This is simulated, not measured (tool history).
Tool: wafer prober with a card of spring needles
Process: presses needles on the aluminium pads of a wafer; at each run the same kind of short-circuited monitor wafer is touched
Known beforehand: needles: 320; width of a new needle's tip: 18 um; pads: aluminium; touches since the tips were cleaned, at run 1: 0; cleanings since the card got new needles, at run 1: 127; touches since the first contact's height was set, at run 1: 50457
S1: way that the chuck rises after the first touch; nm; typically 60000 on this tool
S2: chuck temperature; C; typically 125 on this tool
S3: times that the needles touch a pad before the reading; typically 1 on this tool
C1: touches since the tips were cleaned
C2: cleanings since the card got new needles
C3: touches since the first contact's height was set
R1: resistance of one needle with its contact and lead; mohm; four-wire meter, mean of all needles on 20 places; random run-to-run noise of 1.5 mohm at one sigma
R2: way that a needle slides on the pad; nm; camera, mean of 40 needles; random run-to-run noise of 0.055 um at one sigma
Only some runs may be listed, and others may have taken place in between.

run 1 hour=0 | S1=60000 S2=125 S3=1 | C1=0 C2=127 C3=50457 | R1=155 R2=12840
-- hour=12.3 tips cleaned on abrasive film
-- hour=25.3 tips cleaned on abrasive film
run 2 hour=25.3 | S1=60000 S2=125 S3=1 | C1=0 C2=129 C3=60198 | R1=151 R2=12850
-- hour=38.1 tips cleaned on abrasive film
-- hour=50.7 tips cleaned on abrasive film
-- hour=63.6 tips cleaned on abrasive film
run 3 hour=64.8 | S1=60000 S2=119 S3=1 | C1=460 C2=132 C3=75448 | R1=167 R2=12800
-- hour=74.8 tips cleaned on abrasive film
-- hour=86.9 tips cleaned on abrasive film
run 4 hour=90.3 | S1=60000 S2=119 S3=3 | C1=1298 C2=134 C3=85257 | R1=161 R2=12570
-- hour=98.3 tips cleaned on abrasive film
-- hour=110.7 tips cleaned on abrasive film
run 5 hour=121.7 | S1=68000 S2=125 S3=1 | C1=4295 C2=136 C3=97410 | R1=216 R2=14450
-- hour=123.6 tips cleaned on abrasive film
-- hour=135.8 tips cleaned on abrasive film
-- hour=149.3 tips cleaned on abrasive film
run 6 hour=155.5 | S1=68000 S2=125 S3=1 | C1=2414 C2=139 C3=110432 | R1=199 R2=14400
-- hour=160.8 tips cleaned on abrasive film
-- hour=173 tips cleaned on abrasive film
run 7 hour=173.7 | S1=68000 S2=125 S3=1 | C1=269 C2=141 C3=117410 | R1=159 R2=14360
-- hour=176 height of the first contact set anew
-- hour=185.2 tips cleaned on abrasive film
-- hour=197.4 tips cleaned on abrasive film
run 8 hour=200.2 | S1=68000 S2=125 S3=1 | C1=1100 C2=143 C3=9322 | R1=172 R2=14960
-- hour=210.1 tips cleaned on abrasive film
-- hour=221.5 tips cleaned on abrasive film
run 9 hour=221.5 | S1=68000 S2=125 S3=1 | C1=0 C2=145 C3=17508 | R1=152 R2=14830
-- hour=234.2 tips cleaned on abrasive film
-- hour=247 tips cleaned on abrasive film
-- hour=259.9 tips cleaned on abrasive film
run 10 hour=260 | S1=68000 S2=125 S3=1 | C1=43 C2=148 C3=32357 | R1=153 R2=14850
-- hour=271.4 tips cleaned on abrasive film
-- hour=283.9 tips cleaned on abrasive film
run 11 hour=294 | S1=60000 S2=125 S3=1 | C1=3929 C2=150 C3=45509 | R1=236 R2=12940
-- hour=296 tips cleaned on abrasive film
-- hour=308.1 tips cleaned on abrasive film
run 12 hour=314.4 | S1=44000 S2=125 S3=1 | C1=2430 C2=152 C3=53352 | R1=284 R2=9440
-- hour=319.9 tips cleaned on abrasive film
-- hour=332.5 tips cleaned on abrasive film
-- hour=345.3 tips cleaned on abrasive film
run 13 hour=347.1 | S1=44000 S2=125 S3=1 | C1=704 C2=155 C3=65934 | R1=211 R2=9290
-- hour=358.2 tips cleaned on abrasive film
-- hour=371.6 tips cleaned on abrasive film
-- hour=383.2 tips cleaned on abrasive film
run 14 hour=387.2 | S1=44000 S2=125 S3=1 | C1=1559 C2=158 C3=81413 | R1=243 R2=9290
-- hour=394.6 tips cleaned on abrasive film
-- hour=407.4 tips cleaned on abrasive film
run 15 hour=408.7 | S1=60000 S2=68 S3=1 | C1=513 C2=160 C3=89682 | R1=165 R2=12760
-- hour=418.8 tips cleaned on abrasive film
-- hour=431.5 tips cleaned on abrasive film
-- hour=444 tips cleaned on abrasive film
run 16 hour=444 | S1=60000 S2=68 S3=1 | C1=0 C2=163 C3=103294 | R1=154 R2=12710
-- hour=456.2 tips cleaned on abrasive film
-- hour=468.8 tips cleaned on abrasive film
run 17 hour=470.3 | S1=60000 S2=118 S3=2 | C1=573 C2=165 C3=113431 | R1=165 R2=12610
-- hour=481.6 tips cleaned on abrasive film
-- hour=481.9 height of the first contact set anew
-- hour=494.7 tips cleaned on abrasive film
run 18 hour=500 | S1=60000 S2=118 S3=2 | C1=2058 C2=167 C3=6993 | R1=181 R2=13140
-- hour=507.7 tips cleaned on abrasive film
-- hour=520.3 tips cleaned on abrasive film
-- hour=532 tips cleaned on abrasive film
run 19 hour=533.4 | S1=60000 S2=118 S3=2 | C1=524 C2=170 C3=19845 | R1=165 R2=13110
-- hour=544.1 tips cleaned on abrasive film
-- hour=557.2 tips cleaned on abrasive film
run 20 hour=560.1 | S1=60000 S2=31 S3=2 | C1=1116 C2=172 C3=30149 | R1=159 R2=12930
-- hour=570 tips cleaned on abrasive film
-- hour=583.1 tips cleaned on abrasive film
-- hour=594.5 tips cleaned on abrasive film
run 21 hour=600.9 | S1=44000 S2=31 S3=2 | C1=2473 C2=175 C3=45882 | R1=234 R2=9440
-- hour=607.4 tips cleaned on abrasive film
-- hour=620.7 tips cleaned on abrasive film
-- hour=633.4 tips cleaned on abrasive film
run 22 hour=640.1 | S1=58000 S2=28 S3=1 | C1=2617 C2=178 C3=61012 | R1=221 R2=12610
-- hour=645.7 tips cleaned on abrasive film
-- hour=657.3 tips cleaned on abrasive film
run 23 hour=667.8 | S1=53000 S2=69 S3=2 | C1=4072 C2=180 C3=71689 | R1=217 R2=11370
-- hour=669.9 tips cleaned on abrasive film
-- hour=683.2 tips cleaned on abrasive film
-- hour=695.3 tips cleaned on abrasive film
run 24 hour=695.9 | S1=53000 S2=69 S3=2 | C1=229 C2=183 C3=82508 | R1=160 R2=11190
-- hour=708.9 tips cleaned on abrasive film
run 25 hour=718.2 | S1=60000 S2=113 S3=1 | C1=3606 C2=184 C3=91124 | R1=245 R2=12680
-- hour=721 tips cleaned on abrasive film
-- hour=734.2 tips cleaned on abrasive film
-- hour=746.4 tips cleaned on abrasive film
-- hour=758.6 tips cleaned on abrasive film
run 26 hour=758.9 | S1=60000 S2=125 S3=2 | C1=105 C2=188 C3=106793 | R1=160 R2=12610
-- hour=771.3 tips cleaned on abrasive film
-- hour=784 tips cleaned on abrasive film
-- hour=788.9 height of the first contact set anew
-- hour=795.8 tips cleaned on abrasive film
run 27 hour=795.8 | S1=40000 S2=76 S3=2 | C1=0 C2=191 C3=2629 | R1=169 R2=8820
-- hour=808.4 tips cleaned on abrasive film
-- hour=821.4 tips cleaned on abrasive film
-- hour=833.1 tips cleaned on abrasive film
run 28 hour=835.3 | S1=40000 S2=76 S3=2 | C1=862 C2=194 C3=17855 | R1=209 R2=8670

Pick out some run-to-run changes in R1. Of each, how much would a tool without hidden state show as well, from the settings, what came in and chance, and how much is left for the hidden state and any gauge scatter not in both results compared?
Hidden state present: debris on the tips, nm; way that the needles fall short of the set height, um; tips' diameter, um; drift of the gauge itself on contact_mohm, %; drift of the gauge itself on scrub_um, %.
Run 10 -> 11: S1 68000 -> 60000, tips cleaned on abrasive film, tips cleaned on abrasive film. R1 +83 mohm: hidden state +80, all else +3.
Run 24 -> 25: S1 53000 -> 60000, S2 69 -> 113, S3 2 -> 1, tips cleaned on abrasive film. R1 +85 mohm: hidden state +76, all else +9.
Run 25 -> 26: S2 113 -> 125, S3 1 -> 2, tips cleaned on abrasive film, tips cleaned on abrasive film, tips cleaned on abrasive film, tips cleaned on abrasive film. R1 -85 mohm: hidden state -86, all else +1.

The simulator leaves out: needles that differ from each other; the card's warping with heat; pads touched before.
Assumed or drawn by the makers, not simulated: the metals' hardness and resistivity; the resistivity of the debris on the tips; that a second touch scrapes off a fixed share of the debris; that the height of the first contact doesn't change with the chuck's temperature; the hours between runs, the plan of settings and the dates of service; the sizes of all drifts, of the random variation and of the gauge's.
